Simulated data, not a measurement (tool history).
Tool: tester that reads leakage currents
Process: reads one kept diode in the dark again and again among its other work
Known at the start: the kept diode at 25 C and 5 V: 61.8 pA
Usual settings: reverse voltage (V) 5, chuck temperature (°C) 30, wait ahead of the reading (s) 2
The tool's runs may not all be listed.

| run | day | reverse voltage (V) | chuck temperature (°C) | wait ahead of the reading (s) | current that the tester gives (pA) |
|---|---|---|---|---|---|
| 1 | 0 | 5 | 30 | 2 | 96.96 |
| 2 | 4.642 | 5 | 30 | 2 | 96.84 |
| 3 | 9.412 | 5 | 30 | 2 | 98 |
| 4 | 14.125 | 5 | 30 | 2 | 98.62 |
| 5 | 18.717 | 5 | 30 | 2 | 99.55 |
| 6 | 23.117 | 5 | 30 | 2 | 100.21 |
| 7 | 25.738 | 5 | 30 | 2 | 100.63 |
| 8 | 30.046 | 17.95 | 30 | 2 | 201.38 |
| 9 | 33.25 | 5 | 20 | 2 | 46.24 |
|  | 34.238 | probe card cleaned and baked |
| 10 | 38.017 | 5 | 30 | 2 | 98.39 |
| 11 | 40.742 | 5 | 30 | 2 | 98.14 |
| 12 | 45.1 | 5 | 30 | 0.54 | 100.53 |
| 13 | 47.767 | 5 | 30 | 0.54 | 101.31 |
| 14 | 52.1 | 5 | 30 | 2 | 100.17 |
| 15 | 54.367 | 5 | 30 | 0.45 | 102.79 |
| 16 | 58.708 | 1.86 | 30 | 2 | 60.16 |
| 17 | 63.879 | 1.86 | 30 | 2 | 60.37 |
| 18 | 68.971 | 1.86 | 30 | 2 | 60.99 |
| 19 | 73.017 | 1.86 | 30 | 2 | 61.57 |
| 20 | 77.608 | 5 | 30 | 2 | 103.55 |
| 21 | 82.862 | 5 | 30 | 2 | 103.83 |
| 22 | 86.562 | 5 | 30 | 2 | 104.49 |
| 23 | 89.254 | 12.11 | 30 | 0.31 | 176.13 |
| 24 | 93.183 | 19.18 | 30 | 0.56 | 221.21 |
| 25 | 95.612 | 6.56 | 29 | 7.25 | 111.69 |
| 26 | 98.325 | 5 | 41 | 0.5 | 249.88 |
| 27 | 103.233 | 6.28 | 44 | 0.82 | 350.85 |
| 28 | 105.721 | 6.28 | 44 | 0.82 | 350.48 |
|  | 106.562 | chuck's temperature calibrated |
| 29 | 110.142 | 1.75 | 29 | 1.18 | 51.05 |
| 30 | 114.738 | 2.24 | 29 | 7.43 | 58.21 |
| 31 | 117.221 | 2.24 | 29 | 7.43 | 58.39 |
| 32 | 119.683 | 1.18 | 33 | 1.71 | 57.6 |
| 33 | 123.625 | 7.74 | 58 | 0.35 | 960.84 |
| 34 | 127.612 | 7.74 | 58 | 0.35 | 966.73 |
| 35 | 132.062 | 1.98 | 30 | 8.08 | 59.91 |
| 36 | 134.725 | 1.98 | 30 | 8.08 | 60.01 |
|  | 136.162 | probe card cleaned and baked |
| 37 | 139.708 | 1.63 | 29 | 2 | 49.06 |
| 38 | 142.542 | 1.63 | 29 | 6.53 | 49.32 |
| 39 | 147.608 | 6.66 | 37 | 6.53 | 194.7 |

3 ways to go on from here, each from the tool as it stands after run 39. What would each give?
| A | 151.108 | 6.5 | 21 | 4.98 | ? |
| B | 151.108 | 11.03 | 23 | 2 | ? |
| C | 151.108 | 13.91 | 30 | 2 | ? |

| run | current that the tester gives (pA) |
|---|---|
| A | 52.48 |
| B | 82.67 |
| C | 164.35 |
Without the tool's hidden state the same runs would have given:
| run | current that the tester gives (pA) |
|---|---|
| A | 50.69 |
| B | 79.83 |
| C | 159.92 |
